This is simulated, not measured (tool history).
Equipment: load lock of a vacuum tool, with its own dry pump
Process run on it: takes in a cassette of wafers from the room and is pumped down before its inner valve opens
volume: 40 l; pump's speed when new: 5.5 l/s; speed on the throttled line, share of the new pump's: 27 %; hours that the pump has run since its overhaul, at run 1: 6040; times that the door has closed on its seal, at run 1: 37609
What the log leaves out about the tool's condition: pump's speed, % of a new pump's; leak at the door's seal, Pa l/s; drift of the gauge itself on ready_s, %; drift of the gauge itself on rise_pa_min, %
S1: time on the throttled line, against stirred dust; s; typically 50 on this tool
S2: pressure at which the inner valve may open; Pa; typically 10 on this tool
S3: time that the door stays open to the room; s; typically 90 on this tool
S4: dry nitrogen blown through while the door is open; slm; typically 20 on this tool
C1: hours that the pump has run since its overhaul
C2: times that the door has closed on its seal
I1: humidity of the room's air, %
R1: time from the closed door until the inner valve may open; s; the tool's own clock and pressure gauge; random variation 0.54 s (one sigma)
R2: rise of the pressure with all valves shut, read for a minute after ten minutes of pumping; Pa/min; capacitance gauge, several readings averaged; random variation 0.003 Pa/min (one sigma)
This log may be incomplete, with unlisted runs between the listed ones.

| run | hour | S1 | S2 | S3 | S4 | C1 | C2 | I1 | R1 | R2 |
|---|---|---|---|---|---|---|---|---|---|---|
| 1 | 0.0 | 50 | 10 | 90 | 20 | 6040 | 37609 | 45.7 | 110.4 | 0.390 |
| 2 | 188.5 | 50 | 10 | 90 | 20 | 6229 | 38331 | 43.4 | 110.4 | 0.402 |
| 3 | 360.8 | 50 | 10 | 90 | 20 | 6401 | 38992 | 45.6 | 111.8 | 0.407 |
| 4 | 663.6 | 91 | 10 | 90 | 20 | 6704 | 40152 | 46.4 | 139.5 | 0.427 |
| 5 | 967.5 | 91 | 10 | 90 | 20 | 7008 | 41317 | 45.5 | 140.6 | 0.443 |
| 6 | 1177.4 | 91 | 10 | 113 | 20 | 7218 | 42122 | 44.4 | 139.9 | 0.472 |
| 7 | 1431.8 | 50 | 11 | 90 | 20 | 7472 | 43097 | 45.9 | 110.5 | 0.486 |
| 8 | 1657.4 | 50 | 11 | 90 | 20 | 7698 | 43962 | 48.2 | 111.9 | 0.479 |
| 9 | 1973.2 | 50 | 10 | 90 | 5 | 8013 | 45172 | 45.3 | 113.4 | 0.526 |
| 10 | 2294.9 | 50 | 10 | 90 | 5 | 8335 | 46405 | 44.9 | 113.5 | 0.552 |
|  | 2387.8 | door's seal changed, seat wiped |
| 11 | 2586.5 | 50 | 10 | 90 | 20 | 8625 | 761 | 45.7 | 114.7 | 0.029 |
| 12 | 2761.3 | 50 | 10 | 90 | 20 | 8800 | 1431 | 46.3 | 113.6 | 0.023 |
| 13 | 3011.6 | 50 | 12 | 90 | 20 | 9050 | 2390 | 40.4 | 113.5 | 0.034 |
|  | 3040.6 | dry pump taken out, an overhauled one fitted |
| 14 | 3170.6 | 50 | 12 | 90 | 20 | 130 | 2977 | 47.8 | 103.0 | 0.038 |
| 15 | 3321.2 | 50 | 12 | 90 | 20 | 281 | 3554 | 44.5 | 103.0 | 0.038 |
| 16 | 3597.4 | 50 | 12 | 90 | 20 | 557 | 4612 | 42.8 | 103.0 | 0.045 |
| 17 | 3781.0 | 50 | 12 | 90 | 20 | 740 | 5316 | 46.3 | 102.8 | 0.049 |
| 18 | 3945.6 | 50 | 12 | 90 | 20 | 905 | 5947 | 44.4 | 103.4 | 0.048 |
| 19 | 4207.8 | 50 | 10 | 195 | 20 | 1167 | 6952 | 42.2 | 105.0 | 0.071 |
| 20 | 4388.3 | 50 | 10 | 195 | 20 | 1348 | 7644 | 44.9 | 104.8 | 0.078 |
| 21 | 4677.8 | 50 | 15 | 26 | 20 | 1637 | 8754 | 48.3 | 101.9 | 0.056 |
| 22 | 4960.4 | 50 | 15 | 26 | 20 | 1920 | 9837 | 44.2 | 102.7 | 0.058 |
| 23 | 5250.8 | 86 | 10 | 193 | 11 | 2210 | 10950 | 41.5 | 132.0 | 0.105 |
| 24 | 5381.1 | 29 | 12 | 193 | 11 | 2340 | 11449 | 45.8 | 90.5 | 0.110 |
| 25 | 5639.2 | 29 | 12 | 193 | 11 | 2599 | 12438 | 44.3 | 90.7 | 0.117 |
| 26 | 5928.7 | 29 | 12 | 193 | 11 | 2888 | 13548 | 41.2 | 90.8 | 0.124 |
| 27 | 6069.8 | 57 | 9 | 98 | 13 | 3029 | 14089 | 46.1 | 113.4 | 0.112 |

Run 28 has not been measured yet. What should we expect?
| 28 | 6263.8 | 36 | 10 | 34 | 45 | 3223 | 14832 | 47.2 | ? | ? |

Run 28 produced R1 99.2 s, R2 0.088 Pa/min.
On a tool with no hidden condition, and with the same random variation, this run would have come out at R1 95.3 s, R2 0.002 Pa/min.

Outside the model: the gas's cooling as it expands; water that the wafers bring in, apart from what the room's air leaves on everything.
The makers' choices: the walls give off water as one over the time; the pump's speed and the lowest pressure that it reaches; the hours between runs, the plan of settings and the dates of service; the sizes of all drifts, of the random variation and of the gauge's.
